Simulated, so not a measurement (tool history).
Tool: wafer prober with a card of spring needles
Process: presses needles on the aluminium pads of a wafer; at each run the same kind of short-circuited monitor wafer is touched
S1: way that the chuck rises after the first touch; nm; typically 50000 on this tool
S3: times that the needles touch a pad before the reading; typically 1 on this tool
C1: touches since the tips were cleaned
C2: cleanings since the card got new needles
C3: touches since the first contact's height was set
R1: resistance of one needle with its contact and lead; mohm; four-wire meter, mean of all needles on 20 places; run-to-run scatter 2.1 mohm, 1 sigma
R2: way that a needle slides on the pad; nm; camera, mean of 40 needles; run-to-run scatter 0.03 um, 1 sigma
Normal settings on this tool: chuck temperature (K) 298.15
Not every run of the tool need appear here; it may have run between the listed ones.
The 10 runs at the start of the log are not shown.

{"run": 11, "hour": 72.5, "S1": 55000, "chuck temperature (K)": 298.15, "S3": 1, "C1": 2095, "C2": 4, "C3": 28648, "R1": 236, "R2": 9650}
{"run": 12, "hour": 78.6, "S1": 50000, "chuck temperature (K)": 375.15, "S3": 1, "C1": 2972, "C2": 4, "C3": 29525, "R1": 262, "R2": 8770}
{"run": 13, "hour": 88.1, "S1": 50000, "chuck temperature (K)": 375.15, "S3": 1, "C1": 4344, "C2": 4, "C3": 30897, "R1": 256, "R2": 8780}
{"run": 14, "hour": 97.7, "S1": 50000, "chuck temperature (K)": 375.15, "S3": 1, "C1": 5732, "C2": 4, "C3": 32285, "R1": 263, "R2": 8750}
{"hour": 102.6, "done": "tips cleaned on abrasive film"}
{"run": 15, "hour": 103.3, "S1": 50000, "chuck temperature (K)": 375.15, "S3": 1, "C1": 111, "C2": 5, "C3": 33086, "R1": 257, "R2": 8760}
{"run": 16, "hour": 112.4, "S1": 50000, "chuck temperature (K)": 375.15, "S3": 1, "C1": 1414, "C2": 5, "C3": 34389, "R1": 256, "R2": 8780}
{"run": 17, "hour": 119.2, "S1": 50000, "chuck temperature (K)": 375.15, "S3": 1, "C1": 2397, "C2": 5, "C3": 35372, "R1": 262, "R2": 8790}
{"run": 18, "hour": 128.3, "S1": 37000, "chuck temperature (K)": 298.15, "S3": 1, "C1": 3716, "C2": 5, "C3": 36691, "R1": 245, "R2": 6550}
{"run": 19, "hour": 138.2, "S1": 35000, "chuck temperature (K)": 361.15, "S3": 2, "C1": 5148, "C2": 5, "C3": 38123, "R1": 270, "R2": 6140}
{"hour": 147.3, "done": "tips cleaned on abrasive film"}
{"run": 20, "hour": 147.9, "S1": 30000, "chuck temperature (K)": 326.15, "S3": 1, "C1": 95, "C2": 6, "C3": 39510, "R1": 258, "R2": 5270}
{"run": 21, "hour": 153.5, "S1": 30000, "chuck temperature (K)": 379.15, "S3": 1, "C1": 907, "C2": 6, "C3": 40322, "R1": 271, "R2": 5290}
{"run": 22, "hour": 157.7, "S1": 46000, "chuck temperature (K)": 388.15, "S3": 2, "C1": 1504, "C2": 6, "C3": 40919, "R1": 266, "R2": 8070}
{"run": 23, "hour": 167.0, "S1": 50000, "chuck temperature (K)": 298.15, "S3": 1, "C1": 2854, "C2": 6, "C3": 42269, "R1": 239, "R2": 8780}
{"run": 24, "hour": 172.7, "S1": 49000, "chuck temperature (K)": 334.15, "S3": 1, "C1": 3677, "C2": 6, "C3": 43092, "R1": 246, "R2": 8640}
{"run": 25, "hour": 176.8, "S1": 49000, "chuck temperature (K)": 334.15, "S3": 1, "C1": 4263, "C2": 6, "C3": 43678, "R1": 253, "R2": 8590}
{"run": 26, "hour": 183.0, "S1": 49000, "chuck temperature (K)": 334.15, "S3": 1, "C1": 5165, "C2": 6, "C3": 44580, "R1": 251, "R2": 8650}

Run 27 has not been measured yet. What should we expect?
{"hour": 192.0, "done": "tips cleaned on abrasive film"}
{"run": 27, "hour": 192.9, "S1": 35000, "chuck temperature (K)": 308.15, "S3": 2, "C1": 138, "C2": 7, "C3": 45994, "R1": "?", "R2": "?"}

{"run 27": {"R1": 246, "R2": 6110}}
Take away the tool's hidden state, keep the run-to-run variation as it was, and the same run would have given R1 246 mohm, R2 6110 nm.

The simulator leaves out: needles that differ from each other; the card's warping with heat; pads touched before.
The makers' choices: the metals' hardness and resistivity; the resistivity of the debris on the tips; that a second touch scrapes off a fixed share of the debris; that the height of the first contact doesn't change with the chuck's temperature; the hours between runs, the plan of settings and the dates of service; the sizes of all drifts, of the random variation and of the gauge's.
